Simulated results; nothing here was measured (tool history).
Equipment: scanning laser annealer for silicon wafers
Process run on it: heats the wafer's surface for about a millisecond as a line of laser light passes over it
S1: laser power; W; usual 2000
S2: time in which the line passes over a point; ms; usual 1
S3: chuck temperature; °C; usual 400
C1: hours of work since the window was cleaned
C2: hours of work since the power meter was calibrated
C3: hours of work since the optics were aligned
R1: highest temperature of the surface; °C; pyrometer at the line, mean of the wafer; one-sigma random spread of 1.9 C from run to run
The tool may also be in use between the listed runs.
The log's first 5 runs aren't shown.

{"run": 6, "hour": 80.1, "S1": 1727, "S2": 1, "S3": 400, "C1": 321, "C2": 388, "C3": 875, "R1": 1032}
{"run": 7, "hour": 99.2, "S1": 2000, "S2": 1, "S3": 439, "C1": 334, "C2": 400, "C3": 888, "R1": 1184}
{"run": 8, "hour": 114.0, "S1": 2000, "S2": 1, "S3": 439, "C1": 343, "C2": 409, "C3": 897, "R1": 1180}
{"run": 9, "hour": 125.7, "S1": 2000, "S2": 1, "S3": 439, "C1": 350, "C2": 417, "C3": 904, "R1": 1179}
{"run": 10, "hour": 138.5, "S1": 2000, "S2": 1, "S3": 439, "C1": 358, "C2": 425, "C3": 912, "R1": 1175}
{"run": 11, "hour": 155.9, "S1": 2000, "S2": 0.75, "S3": 400, "C1": 369, "C2": 436, "C3": 923, "R1": 1055}
{"run": 12, "hour": 167.9, "S1": 2000, "S2": 1, "S3": 400, "C1": 377, "C2": 444, "C3": 931, "R1": 1138}
{"run": 13, "hour": 186.8, "S1": 2000, "S2": 1, "S3": 400, "C1": 389, "C2": 455, "C3": 943, "R1": 1137}
{"run": 14, "hour": 196.7, "S1": 2000, "S2": 1, "S3": 400, "C1": 395, "C2": 462, "C3": 949, "R1": 1140}
{"run": 15, "hour": 220.5, "S1": 2000, "S2": 1, "S3": 400, "C1": 410, "C2": 477, "C3": 964, "R1": 1138}
{"run": 16, "hour": 242.1, "S1": 1828, "S2": 1, "S3": 400, "C1": 424, "C2": 491, "C3": 978, "R1": 1067}
{"run": 17, "hour": 258.9, "S1": 1765, "S2": 1, "S3": 400, "C1": 435, "C2": 501, "C3": 989, "R1": 1038}
{"run": 18, "hour": 278.0, "S1": 1765, "S2": 1, "S3": 400, "C1": 447, "C2": 513, "C3": 1001, "R1": 1040}
{"run": 19, "hour": 301.4, "S1": 2000, "S2": 0.77, "S3": 436, "C1": 462, "C2": 528, "C3": 1016, "R1": 1092}
{"run": 20, "hour": 316.1, "S1": 2000, "S2": 0.89, "S3": 381, "C1": 471, "C2": 537, "C3": 1025, "R1": 1081}
{"run": 21, "hour": 334.2, "S1": 2000, "S2": 0.98, "S3": 381, "C1": 482, "C2": 549, "C3": 1036, "R1": 1107}
{"hour": 345.5, "done": "optics aligned, line set to its width"}
{"run": 22, "hour": 357.5, "S1": 2000, "S2": 0.98, "S3": 381, "C1": 494, "C2": 560, "C3": 8, "R1": 1129}
{"run": 23, "hour": 367.2, "S1": 2000, "S2": 0.98, "S3": 381, "C1": 500, "C2": 566, "C3": 14, "R1": 1127}
{"run": 24, "hour": 380.8, "S1": 2000, "S2": 0.98, "S3": 381, "C1": 509, "C2": 575, "C3": 22, "R1": 1125}
{"hour": 405.7, "done": "window over the wafer cleaned"}
{"run": 25, "hour": 406.1, "S1": 1975, "S2": 0.74, "S3": 419, "C1": 0, "C2": 590, "C3": 37, "R1": 1084}
{"run": 26, "hour": 426.2, "S1": 2000, "S2": 1, "S3": 373, "C1": 13, "C2": 603, "C3": 50, "R1": 1136}
{"run": 27, "hour": 449.7, "S1": 2000, "S2": 1, "S3": 373, "C1": 28, "C2": 617, "C3": 65, "R1": 1135}
{"run": 28, "hour": 471.8, "S1": 1889, "S2": 1, "S3": 367, "C1": 42, "C2": 631, "C3": 79, "R1": 1080}
{"run": 29, "hour": 486.5, "S1": 1889, "S2": 1, "S3": 367, "C1": 51, "C2": 641, "C3": 88, "R1": 1079}
{"run": 30, "hour": 510.5, "S1": 2029, "S2": 1, "S3": 385, "C1": 66, "C2": 656, "C3": 103, "R1": 1157}

Each row is a separate what-if for the run after 30, all from the same tool condition, not one after another. Results?
{"run": "A", "hour": 530.7, "S1": 2142, "S2": 1, "S3": 421, "C1": 79, "C2": 669, "C3": 116, "R1": "?"}
{"run": "B", "hour": 530.7, "S1": 1950, "S2": 1, "S3": 400, "C1": 79, "C2": 669, "C3": 116, "R1": "?"}
{"run": "C", "hour": 530.7, "S1": 2029, "S2": 0.79, "S3": 385, "C1": 79, "C2": 669, "C3": 116, "R1": "?"}

run=A R1=1242
run=B R1=1139
run=C R1=1082
Take away the tool's hidden state, keep each run's random variation, and the runs would have read:
run=A R1=1257
run=B R1=1152
run=C R1=1094
